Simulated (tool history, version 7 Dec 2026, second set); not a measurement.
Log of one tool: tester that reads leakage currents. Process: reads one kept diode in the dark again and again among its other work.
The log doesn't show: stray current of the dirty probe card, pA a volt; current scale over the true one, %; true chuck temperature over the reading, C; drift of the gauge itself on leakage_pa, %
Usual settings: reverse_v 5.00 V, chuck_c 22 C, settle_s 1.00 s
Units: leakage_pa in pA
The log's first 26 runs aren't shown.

| run | hour | reverse_v | chuck_c | settle_s | hours of work since the probe card was cleaned | hours of work since the tester was calibrated | hours of work since the chuck was calibrated | leakage_pa |
|---|---|---|---|---|---|---|---|---|
| 27 | 675.3 | 5.00 | 22 | 0.60 | 453 | 1208 | 296 | 23.47 |
| 28 | 710.0 | 1.23 | 31 | 4.81 | 475 | 1230 | 318 | 24.54 |
| 29 | 745.2 | 1.23 | 31 | 4.81 | 498 | 1253 | 341 | 24.35 |
| 30 | 769.2 | 5.00 | 30 | 1.00 | 513 | 1268 | 356 | 41.92 |
| 31 | 785.5 | 5.00 | 30 | 1.00 | 523 | 1278 | 367 | 41.94 |
| 32 | 807.0 | 5.00 | 50 | 1.00 | 537 | 1292 | 380 | 178.00 |
| 33 | 824.3 | 2.12 | 22 | 3.80 | 548 | 1303 | 392 | 14.95 |
| 34 | 853.9 | 2.12 | 22 | 3.80 | 567 | 1322 | 410 | 15.07 |
| 35 | 885.9 | 2.12 | 22 | 3.80 | 588 | 1343 | 431 | 15.04 |
| 36 | 917.5 | 1.20 | 53 | 7.39 | 608 | 1363 | 451 | 119.41 |
| 37 | 951.3 | 1.00 | 25 | 8.11 | 630 | 1384 | 473 | 13.96 |
| 38 | 980.7 | 5.00 | 23 | 1.69 | 648 | 1403 | 492 | 24.09 |
| 39 | 997.3 | 5.00 | 23 | 1.69 | 659 | 1414 | 502 | 23.93 |

Forecast each of these 5 alternatives for the next run:
| A | 1026.8 | 5.00 | 27 | 0.34 | 678 | 1433 | 521 | ? |
| B | 1026.8 | 1.39 | 23 | 2.27 | 678 | 1433 | 521 | ? |
| C | 1026.8 | 5.00 | 23 | 4.44 | 678 | 1433 | 521 | ? |
| D | 1026.8 | 14.84 | 29 | 0.54 | 678 | 1433 | 521 | ? |
| E | 1026.8 | 2.26 | 42 | 1.00 | 678 | 1433 | 521 | ? |

| run | leakage_pa |
|---|---|
| A | 35.70 |
| B | 13.78 |
| C | 23.35 |
| D | 66.22 |
| E | 72.26 |
Without the tool's hidden state the same runs would have given:
| run | leakage_pa |
|---|---|
| A | 35.70 |
| B | 13.78 |
| C | 23.34 |
| D | 66.21 |
| E | 72.27 |
